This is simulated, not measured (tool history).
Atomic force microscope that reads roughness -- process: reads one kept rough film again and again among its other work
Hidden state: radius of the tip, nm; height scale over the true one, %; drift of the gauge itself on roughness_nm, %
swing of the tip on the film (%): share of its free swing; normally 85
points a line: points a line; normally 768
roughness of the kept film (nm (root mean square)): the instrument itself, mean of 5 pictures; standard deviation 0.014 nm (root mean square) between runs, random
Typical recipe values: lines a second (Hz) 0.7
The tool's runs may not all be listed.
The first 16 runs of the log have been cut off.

run	day	lines a second (Hz)	swing of the tip on the film (%)	points a line	pictures with this tip	hours of work since the height scale was calibrated	roughness of the kept film (nm (root mean square))
# day 31.6: new tip fitted
17	31.642	0.7	85	768	1	58	3.28
# day 33.45: height scale calibrated on a step standard, once more
18	33.45	0.7	78	768	61	0	3.336
19	35.625	0.7	78	768	135	26	3.29
# day 37.538: new tip fitted
20	38.046	0.7	85	662	17	56	3.361
21	39.942	0.7	85	662	82	79	3.315
22	41.258	0.7	85	662	126	95	3.273
23	42.362	0.7	85	662	164	108	3.239
# day 43.462: new tip fitted
24	44.775	0.7	85	662	44	138	3.323
25	47.104	0.7	67	768	123	166	3.356
26	48.988	0.7	67	768	187	189	3.309
# day 49.329: new tip fitted
27	50.233	1.614	85	261	31	204	3.205
28	52.117	1.614	81	505	94	227	3.195
29	54.717	1.295	58	768	183	259	3.295
# day 55.188: new tip fitted
30	55.962	1.295	58	768	26	274	3.399
31	57.967	2.119	56	478	94	298	3.324
32	59.929	2.119	56	478	161	322	3.279
# day 61.162: new tip fitted
33	61.525	0.7	57	1017	12	341	3.385

Run 34 comes next. What will it give?
34	62.971	0.741	78	350	61	359	?

Run 34 came out at roughness of the kept film (nm (root mean square)) 3.341.
Were there no unlogged condition in the tool, this run, its random variation unchanged, would have produced roughness of the kept film (nm (root mean square)) 3.407.

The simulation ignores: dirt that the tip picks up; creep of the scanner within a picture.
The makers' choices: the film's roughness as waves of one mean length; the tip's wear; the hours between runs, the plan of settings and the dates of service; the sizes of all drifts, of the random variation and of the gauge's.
